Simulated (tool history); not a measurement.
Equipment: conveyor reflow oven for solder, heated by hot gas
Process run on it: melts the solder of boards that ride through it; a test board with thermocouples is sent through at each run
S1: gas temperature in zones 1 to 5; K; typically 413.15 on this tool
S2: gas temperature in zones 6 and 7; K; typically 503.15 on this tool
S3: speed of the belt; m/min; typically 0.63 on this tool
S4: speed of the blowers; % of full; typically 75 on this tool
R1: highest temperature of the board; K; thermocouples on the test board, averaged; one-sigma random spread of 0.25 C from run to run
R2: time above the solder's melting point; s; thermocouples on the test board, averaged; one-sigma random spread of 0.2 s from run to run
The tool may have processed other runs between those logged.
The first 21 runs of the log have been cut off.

run,hour,S1,S2,S3,S4,R1,R2
22,457.5,408.15,503.15,0.636,75,483.65,43.3
# hour 465.9: flux residue cleaned out of gas plates and filters
23,492.5,424.15,508.15,0.636,75,491.05,55.5
24,523.1,411.15,492.15,0.572,87,479.75,48.7
25,547.1,411.15,492.15,0.572,87,478.95,48.5
26,570.3,413.15,506.15,0.63,64,485.95,47.6
27,601.4,400.15,503.15,0.757,57,471.35,22.8
28,622.4,400.15,503.15,0.757,57,471.75,22.5
29,651.2,400.15,496.15,0.757,60,466.55,17.6
30,677,400.15,496.15,0.757,60,466.35,17.1
31,707.2,413.15,517.15,0.635,75,496.55,54.6

Below are 4 alternative next runs, each starting from the tool's condition after run 31. Predict each:
A,738.6,425.15,517.15,0.641,51,?,?
B,738.6,413.15,492.15,0.635,52,?,?
C,738.6,413.15,517.15,0.662,75,?,?
D,738.6,413.15,496.15,0.62,84,?,?

run,R1,R2
A,493.45,55.9
B,470.45,30.2
C,495.25,51.6
D,479.85,44.8
The same runs, with their run-to-run variation unchanged, on a tool lacking any hidden condition would have given:
run,R1,R2
A,497.25,57.5
B,474.15,34.6
C,499.45,53.2
D,483.95,47.8

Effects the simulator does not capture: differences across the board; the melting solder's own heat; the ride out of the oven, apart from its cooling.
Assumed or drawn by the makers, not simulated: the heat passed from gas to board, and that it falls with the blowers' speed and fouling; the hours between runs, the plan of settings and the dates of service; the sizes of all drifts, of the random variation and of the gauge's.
